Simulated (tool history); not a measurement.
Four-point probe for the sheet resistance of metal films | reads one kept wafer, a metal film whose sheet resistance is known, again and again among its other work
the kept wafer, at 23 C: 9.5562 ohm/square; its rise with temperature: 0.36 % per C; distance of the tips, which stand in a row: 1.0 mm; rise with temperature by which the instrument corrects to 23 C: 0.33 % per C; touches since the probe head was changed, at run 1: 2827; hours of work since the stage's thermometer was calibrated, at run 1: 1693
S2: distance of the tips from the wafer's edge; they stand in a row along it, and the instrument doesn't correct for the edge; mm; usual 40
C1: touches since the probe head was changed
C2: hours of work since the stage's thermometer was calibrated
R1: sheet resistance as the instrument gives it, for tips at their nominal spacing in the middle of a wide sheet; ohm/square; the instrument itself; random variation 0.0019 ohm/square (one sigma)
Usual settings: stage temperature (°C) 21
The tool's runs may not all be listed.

{"run": 1, "hour": 0.0, "stage temperature (°C)": 21, "S2": 40, "C1": 2827, "C2": 1693, "R1": 9.554115}
{"run": 2, "hour": 10.7, "stage temperature (°C)": 21, "S2": 40, "C1": 3050, "C2": 1700, "R1": 9.555746}
{"run": 3, "hour": 17.4, "stage temperature (°C)": 21, "S2": 40, "C1": 3189, "C2": 1704, "R1": 9.560093}
{"run": 4, "hour": 30.5, "stage temperature (°C)": 21, "S2": 40, "C1": 3460, "C2": 1711, "R1": 9.557904}
{"hour": 32.0, "done": "stage's thermometer calibrated"}
{"run": 5, "hour": 43.0, "stage temperature (°C)": 21, "S2": 40, "C1": 3711, "C2": 6, "R1": 9.567057}
{"run": 6, "hour": 58.4, "stage temperature (°C)": 32, "S2": 28, "C1": 4031, "C2": 16, "R1": 9.595425}

The next listed run, before its measurement:
{"run": 7, "hour": 69.4, "stage temperature (°C)": 23, "S2": 28, "C1": 4259, "C2": 22, "R1": "?"}

{"run 7": {"R1": 9.576596}}
Without the tool's hidden state the same run would have given R1 9.565173 ohm/square.
